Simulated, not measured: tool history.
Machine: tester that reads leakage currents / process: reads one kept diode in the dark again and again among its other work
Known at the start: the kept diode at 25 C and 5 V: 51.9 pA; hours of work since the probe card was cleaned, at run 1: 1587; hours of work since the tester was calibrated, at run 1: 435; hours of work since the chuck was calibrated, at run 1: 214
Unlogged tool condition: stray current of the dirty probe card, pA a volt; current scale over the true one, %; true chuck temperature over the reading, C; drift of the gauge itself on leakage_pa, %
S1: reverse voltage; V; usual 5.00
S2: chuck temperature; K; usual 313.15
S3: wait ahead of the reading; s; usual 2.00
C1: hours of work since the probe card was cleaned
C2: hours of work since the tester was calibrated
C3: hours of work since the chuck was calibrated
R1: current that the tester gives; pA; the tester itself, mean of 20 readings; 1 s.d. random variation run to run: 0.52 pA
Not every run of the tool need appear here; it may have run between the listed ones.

run,day,S1,S2,S3,C1,C2,C3,R1
1,0.000,5.00,313.15,2.00,1587,435,214,169.83
2,0.975,5.00,313.15,2.00,1599,447,227,170.04
3,2.267,5.00,313.15,2.00,1616,464,243,170.68
4,3.371,5.00,313.15,2.00,1630,478,258,169.68
5,5.292,5.00,313.15,2.00,1655,503,283,169.05
6,7.446,5.00,313.15,2.00,1683,531,310,169.07
7,9.400,5.00,313.15,2.00,1708,556,336,170.01
8,10.296,5.00,313.15,2.00,1720,568,347,167.29
9,12.375,5.00,329.15,2.00,1747,595,374,523.02
10,14.204,5.00,329.15,2.00,1770,618,398,520.82
11,15.904,5.00,329.15,2.00,1792,640,420,519.52
12,17.733,15.15,303.15,0.30,1816,664,443,160.43
13,19.600,5.00,310.15,2.07,1840,688,467,132.87
14,20.929,5.00,310.15,2.07,1857,705,485,133.61
15,22.483,5.00,310.15,3.64,1877,725,505,132.82
16,23.908,5.00,310.15,3.64,1896,744,523,132.22
17,25.067,5.00,310.15,3.64,1911,759,538,131.62
18,26.075,5.00,310.15,3.64,1924,772,551,131.40
19,27.800,5.00,296.15,2.00,1946,794,573,45.56
20,29.667,11.04,321.15,0.44,1970,818,597,455.15
21,31.338,11.04,321.15,0.44,1992,840,619,452.72
22,32.608,2.09,322.15,0.34,2008,856,635,200.00

Consider 3 possible next runs. They are alternatives, not a sequence: every one starts from the tool as it was left by run 22. What does each give?
A,33.729,3.84,313.15,2.00,2022,871,650,?
B,33.729,2.09,294.15,0.30,2022,871,650,?
C,33.729,9.57,293.15,0.54,2022,871,650,?

run,R1
A,142.39
B,25.56
C,57.55
Without the tool's unlogged condition, the same runs would have read:
run,R1
A,149.41
B,25.74
C,53.88
